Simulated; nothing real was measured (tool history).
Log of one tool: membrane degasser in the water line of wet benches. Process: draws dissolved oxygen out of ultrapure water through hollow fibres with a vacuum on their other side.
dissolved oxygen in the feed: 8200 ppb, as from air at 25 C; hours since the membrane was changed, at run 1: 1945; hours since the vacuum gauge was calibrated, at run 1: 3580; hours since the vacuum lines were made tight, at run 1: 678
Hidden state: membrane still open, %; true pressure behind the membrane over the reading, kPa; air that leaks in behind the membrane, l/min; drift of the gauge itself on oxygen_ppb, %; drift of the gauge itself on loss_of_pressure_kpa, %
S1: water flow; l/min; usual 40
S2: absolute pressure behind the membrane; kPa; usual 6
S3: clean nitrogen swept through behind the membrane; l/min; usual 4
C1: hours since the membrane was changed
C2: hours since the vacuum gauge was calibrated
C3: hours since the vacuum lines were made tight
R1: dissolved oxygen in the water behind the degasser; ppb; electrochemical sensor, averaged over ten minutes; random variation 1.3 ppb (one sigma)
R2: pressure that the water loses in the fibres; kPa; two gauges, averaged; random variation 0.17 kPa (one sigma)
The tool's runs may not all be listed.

run	hour	S1	S2	S3	C1	C2	C3	R1	R2
1	0	40	6	4	1945	3580	678	134.4	27.64
2	48.1	40	6	4	1993	3628	726	133.1	27.64
3	81.8	56	6	4	2027	3662	760	268.8	38.89
4	127.7	40	6	10.35	2073	3708	805	90.4	27.46
5	179.6	26	6	10.35	2125	3760	857	29.8	17.97
6	203.6	26	6	10.35	2149	3784	881	29.2	17.84
7	247.1	26	6	3.57	2192	3827	925	63	17.92
8	291.6	40	14.63	4	2237	3872	969	328	27.57
9	323.7	40	14.63	4	2269	3904	1001	322.9	27.41
10	373.4	40	14.63	4	2318	3954	1051	328.7	27.76
11	413.8	40	14.63	4	2359	3994	1092	325.9	27.84
12	445.2	40	14.63	4	2390	4025	1123	330.7	27.77
13	471.5	40	14.63	4	2417	4052	1149	323	27.61
14	525.2	40	14.63	4	2470	4105	1203	323.2	27.73
15	552.3	40	14.63	2.19	2497	4133	1230	509.8	27.33
16	581.4	40	14.63	2.19	2526	4162	1259	516.5	27.52
17	618.3	48	5.56	4	2563	4199	1296	184.1	33.34
18	657.6	48	5.56	4	2603	4238	1335	187.2	32.94
19	692.9	27	6.21	6.5	2638	4273	1371	45.6	18.63
20	734.4	53	13.87	3.9	2679	4315	1412	481.9	36.52
21	761.6	53	13.87	3.9	2707	4342	1439	472.8	36.71
22	816	38	14.46	3.69	2761	4396	1494	320.7	26.38
23	848.5	38	14.46	3.69	2794	4429	1526	320.3	26.5
24	900.7	29	6	4.59	2846	4481	1578	64.8	20.21
25	948.1	29	6	4.59	2893	4528	1626	65.3	20.22
26	979.6	40	5.12	3.79	2925	4560	1657	116.3	27.81
27	1022.2	29	5.21	2.36	2967	4602	1700	82.7	20.3
28	1078	24	3.61	2.36	3023	4658	1756	24	16.98
29	1115.2	35	6	9.31	3060	4695	1793	66.6	24.16
30	1139.8	35	4.62	1.98	3085	4720	1818	106.5	24.3
31	1187.1	59	12.7	1.98	3132	4767	1865	765.8	40.9

Forecast each of these 5 alternatives for the next run:
A	1216.5	55	12.7	3.84	3162	4797	1894	?	?
B	1216.5	59	12.7	2.27	3162	4797	1894	?	?
C	1216.5	40	7	1.7	3162	4797	1894	?	?
D	1216.5	40	11.55	11.44	3162	4797	1894	?	?
E	1216.5	28	11.31	1.98	3162	4797	1894	?	?

run	R1	R2
A	472	38.26
B	709	40.92
C	263.9	27.48
D	136.2	27.83
E	284.3	19.5
Without the tool's hidden state the same runs would have given:
run	R1	R2
A	456.1	37.82
B	687	40.46
C	246.6	27.16
D	130.2	27.51
E	273.7	19.28
